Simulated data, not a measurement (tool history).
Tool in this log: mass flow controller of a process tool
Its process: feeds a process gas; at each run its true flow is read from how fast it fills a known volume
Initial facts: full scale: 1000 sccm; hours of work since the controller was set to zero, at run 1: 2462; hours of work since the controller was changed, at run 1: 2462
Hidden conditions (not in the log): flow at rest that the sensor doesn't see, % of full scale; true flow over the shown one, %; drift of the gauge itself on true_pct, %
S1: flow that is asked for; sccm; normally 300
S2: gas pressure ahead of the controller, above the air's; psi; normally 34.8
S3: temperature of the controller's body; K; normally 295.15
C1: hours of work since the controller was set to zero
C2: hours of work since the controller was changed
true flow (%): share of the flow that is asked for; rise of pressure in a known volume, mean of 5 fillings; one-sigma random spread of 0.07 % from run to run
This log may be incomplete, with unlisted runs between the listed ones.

{"run": 1, "hour": 0.0, "S1": 300, "S2": 34.8, "S3": 295.15, "C1": 2462, "C2": 2462, "true flow (%)": 97.65}
{"run": 2, "hour": 191.9, "S1": 300, "S2": 24.7, "S3": 295.15, "C1": 2529, "C2": 2529, "true flow (%)": 97.42}
{"run": 3, "hour": 337.7, "S1": 300, "S2": 34.8, "S3": 295.15, "C1": 2579, "C2": 2579, "true flow (%)": 97.72}
{"run": 4, "hour": 496.6, "S1": 300, "S2": 34.8, "S3": 295.15, "C1": 2634, "C2": 2634, "true flow (%)": 97.78}
{"run": 5, "hour": 676.4, "S1": 300, "S2": 34.8, "S3": 295.15, "C1": 2697, "C2": 2697, "true flow (%)": 97.89}
{"run": 6, "hour": 831.9, "S1": 300, "S2": 34.8, "S3": 295.15, "C1": 2750, "C2": 2750, "true flow (%)": 98.05}
{"run": 7, "hour": 1034.1, "S1": 227, "S2": 37.7, "S3": 299.15, "C1": 2820, "C2": 2820, "true flow (%)": 98.31}
{"run": 8, "hour": 1252.5, "S1": 227, "S2": 37.7, "S3": 299.15, "C1": 2896, "C2": 2896, "true flow (%)": 98.37}
{"run": 9, "hour": 1380.1, "S1": 160, "S2": 21.2, "S3": 298.15, "C1": 2940, "C2": 2940, "true flow (%)": 97.5}
{"run": 10, "hour": 1575.8, "S1": 160, "S2": 21.2, "S3": 298.15, "C1": 3008, "C2": 3008, "true flow (%)": 97.79}
{"run": 11, "hour": 1716.4, "S1": 302, "S2": 32.3, "S3": 301.15, "C1": 3057, "C2": 3057, "true flow (%)": 98.69}
{"run": 12, "hour": 1910.8, "S1": 302, "S2": 32.3, "S3": 301.15, "C1": 3124, "C2": 3124, "true flow (%)": 98.97}

Here are 5 independent what-if runs from the current tool condition. What would each one return?
{"run": "A", "hour": 2021.7, "S1": 155, "S2": 23.6, "S3": 301.15, "C1": 3162, "C2": 3162, "true flow (%)": "?"}
{"run": "B", "hour": 2021.7, "S1": 300, "S2": 34.8, "S3": 294.15, "C1": 3162, "C2": 3162, "true flow (%)": "?"}
{"run": "C", "hour": 2021.7, "S1": 561, "S2": 34.8, "S3": 293.15, "C1": 3162, "C2": 3162, "true flow (%)": "?"}
{"run": "D", "hour": 2021.7, "S1": 302, "S2": 32.3, "S3": 300.15, "C1": 3162, "C2": 3162, "true flow (%)": "?"}
{"run": "E", "hour": 2021.7, "S1": 120, "S2": 37.4, "S3": 294.15, "C1": 3162, "C2": 3162, "true flow (%)": "?"}

run=A true_flow_(%)=98.17
run=B true_flow_(%)=98.72
run=C true_flow_(%)=99.44
run=D true_flow_(%)=99.02
run=E true_flow_(%)=98.22
Stripped of hidden state, with their random variation kept, the same runs would have yielded:
run=A true_flow_(%)=97.06
run=B true_flow_(%)=97.6
run=C true_flow_(%)=98.31
run=D true_flow_(%)=97.9
run=E true_flow_(%)=97.12
